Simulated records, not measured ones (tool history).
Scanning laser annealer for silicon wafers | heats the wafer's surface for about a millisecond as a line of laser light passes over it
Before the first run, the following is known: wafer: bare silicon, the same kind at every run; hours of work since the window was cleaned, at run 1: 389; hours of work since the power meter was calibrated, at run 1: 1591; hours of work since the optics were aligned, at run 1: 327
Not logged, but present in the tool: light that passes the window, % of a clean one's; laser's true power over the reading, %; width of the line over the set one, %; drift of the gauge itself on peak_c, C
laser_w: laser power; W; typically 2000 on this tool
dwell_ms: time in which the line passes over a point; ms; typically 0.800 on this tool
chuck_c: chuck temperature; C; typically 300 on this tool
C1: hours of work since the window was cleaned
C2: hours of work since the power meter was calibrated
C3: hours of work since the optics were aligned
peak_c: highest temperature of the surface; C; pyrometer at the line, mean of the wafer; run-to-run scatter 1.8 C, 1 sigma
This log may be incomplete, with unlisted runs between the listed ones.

Run 1, day 0.000: usual settings; C1 389; C2 1591; C3 327. Result: peak_c 974 C.
Run 2, day 3.312: usual settings; C1 430; C2 1632; C3 368. Result: peak_c 970 C.
Run 3, day 5.012: usual settings but laser_w 1872 W; C1 450; C2 1652; C3 388. Result: peak_c 926 C.
Run 4, day 6.767: usual settings but laser_w 1872 W; C1 471; C2 1673; C3 409. Result: peak_c 927 C.
Run 5, day 8.850: usual settings; C1 497; C2 1699; C3 435. Result: peak_c 964 C.
At day 11.933: window over the wafer cleaned.
Run 6, day 12.217: usual settings; C1 3; C2 1738; C3 475. Result: peak_c 999 C.
Run 7, day 14.742: usual settings; C1 34; C2 1769; C3 505. Result: peak_c 1000 C.
Run 8, day 17.867: usual settings; C1 72; C2 1807; C3 543. Result: peak_c 993 C.
Run 9, day 19.200: usual settings but chuck_c 279 C; C1 88; C2 1823; C3 559. Result: peak_c 973 C.
Run 10, day 21.696: usual settings but laser_w 1754 W; C1 118; C2 1853; C3 589. Result: peak_c 912 C.
Run 11, day 24.321: usual settings but laser_w 1787 W; C1 150; C2 1885; C3 621. Result: peak_c 920 C.
Run 12, day 25.879: usual settings but laser_w 2081 W; C1 169; C2 1904; C3 640. Result: peak_c 1011 C.
Run 13, day 28.500: usual settings but laser_w 2081 W; C1 201; C2 1936; C3 672. Result: peak_c 1009 C.
Run 14, day 30.333: usual settings but laser_w 1931 W; C1 223; C2 1958; C3 694. Result: peak_c 960 C.
Run 15, day 32.129: usual settings but chuck_c 340 C; C1 245; C2 1980; C3 716. Result: peak_c 1021 C.
Run 16, day 35.250: usual settings but chuck_c 340 C; C1 283; C2 2017; C3 754. Result: peak_c 1017 C.
Run 17, day 37.775: usual settings; C1 313; C2 2048; C3 784. Result: peak_c 974 C.
Run 18, day 40.508: usual settings; C1 346; C2 2081; C3 817. Result: peak_c 970 C.
Run 19, day 43.104: usual settings but chuck_c 263 C; C1 378; C2 2113; C3 849. Result: peak_c 931 C.
Run 20, day 44.667: usual settings but chuck_c 263 C; C1 397; C2 2132; C3 868. Result: peak_c 931 C.
Run 21, day 47.379: usual settings but dwell_ms 0.891 ms, chuck_c 334 C; C1 429; C2 2164; C3 901. Result: peak_c 1039 C.
Run 22, day 49.392: usual settings but dwell_ms 0.891 ms, chuck_c 334 C; C1 454; C2 2189; C3 925. Result: peak_c 1040 C.
At day 51.175: optics aligned, line set to its width.
Run 23, day 51.862: usual settings but laser_w 2060 W, dwell_ms 0.891 ms, chuck_c 308 C; C1 481; C2 2216; C3 8. Result: peak_c 1035 C.
At day 52.283: laser's power meter calibrated.
Run 24, day 54.000: usual settings but laser_w 2060 W, dwell_ms 0.891 ms, chuck_c 308 C; C1 506; C2 21; C3 33. Result: peak_c 1033 C.
At day 56.142: window over the wafer cleaned.
Run 25, day 57.308: usual settings but laser_w 2060 W, dwell_ms 0.891 ms, chuck_c 308 C; C1 14; C2 60; C3 72. Result: peak_c 1075 C.
At day 57.692: laser's power meter calibrated, once more.
Run 26, day 59.392: usual settings but laser_w 1731 W, dwell_ms 0.814 ms, chuck_c 317 C; C1 38; C2 21; C3 95. Result: peak_c 941 C.
Run 27, day 62.117: usual settings but laser_w 2155 W, dwell_ms 0.666 ms; C1 71; C2 54; C3 129. Result: peak_c 980 C.
Run 28, day 65.071: usual settings but laser_w 2155 W, dwell_ms 0.666 ms; C1 107; C2 89; C3 164. Result: peak_c 980 C.
Run 29, day 66.792: usual settings but laser_w 2155 W, dwell_ms 0.666 ms; C1 128; C2 110; C3 185. Result: peak_c 976 C.
Run 30, day 69.121: usual settings but laser_w 2155 W, dwell_ms 0.666 ms; C1 156; C2 138; C3 213. Result: peak_c 974 C.
Run 31, day 71.275: usual settings but laser_w 2150 W, dwell_ms 0.675 ms, chuck_c 324 C; C1 182; C2 165; C3 239. Result: peak_c 1002 C.
Run 32, day 74.112: usual settings but dwell_ms 0.850 ms, chuck_c 268 C; C1 216; C2 199; C3 274. Result: peak_c 986 C.
Run 33, day 76.529: usual settings but dwell_ms 0.850 ms, chuck_c 336 C; C1 246; C2 228; C3 303. Result: peak_c 1051 C.
Run 34, day 78.175: usual settings but laser_w 1958 W, dwell_ms 0.721 ms, chuck_c 277 C; C1 265; C2 248; C3 323. Result: peak_c 910 C.
Run 35, day 80.346: usual settings but laser_w 1783 W, dwell_ms 0.841 ms, chuck_c 260 C; C1 292; C2 274; C3 349. Result: peak_c 892 C.
Run 36, day 83.196: usual settings but laser_w 1783 W, dwell_ms 0.841 ms, chuck_c 260 C; C1 326; C2 309; C3 384. Result: peak_c 890 C.
Run 37, day 86.383: usual settings but laser_w 1783 W, dwell_ms 0.841 ms, chuck_c 260 C; C1 365; C2 348; C3 423. Result: peak_c 890 C.
Run 38, day 88.150: usual settings but laser_w 1783 W, dwell_ms 0.841 ms, chuck_c 327 C; C1 386; C2 369; C3 444. Result: peak_c 955 C.
Run 39, day 90.629: usual settings but laser_w 1783 W, dwell_ms 0.841 ms, chuck_c 327 C; C1 416; C2 399; C3 474. Result: peak_c 949 C.

Expected results for the next run?
Run 40, day 92.733: usual settings but laser_w 1783 W, dwell_ms 0.841 ms, chuck_c 327 C; C1 442; C2 425; C3 499. Result: peak_c ?.

peak_c: 952 C
Take away the tool's hidden state, keep the run-to-run variation as it was, and the same run would have given peak_c 988 C.

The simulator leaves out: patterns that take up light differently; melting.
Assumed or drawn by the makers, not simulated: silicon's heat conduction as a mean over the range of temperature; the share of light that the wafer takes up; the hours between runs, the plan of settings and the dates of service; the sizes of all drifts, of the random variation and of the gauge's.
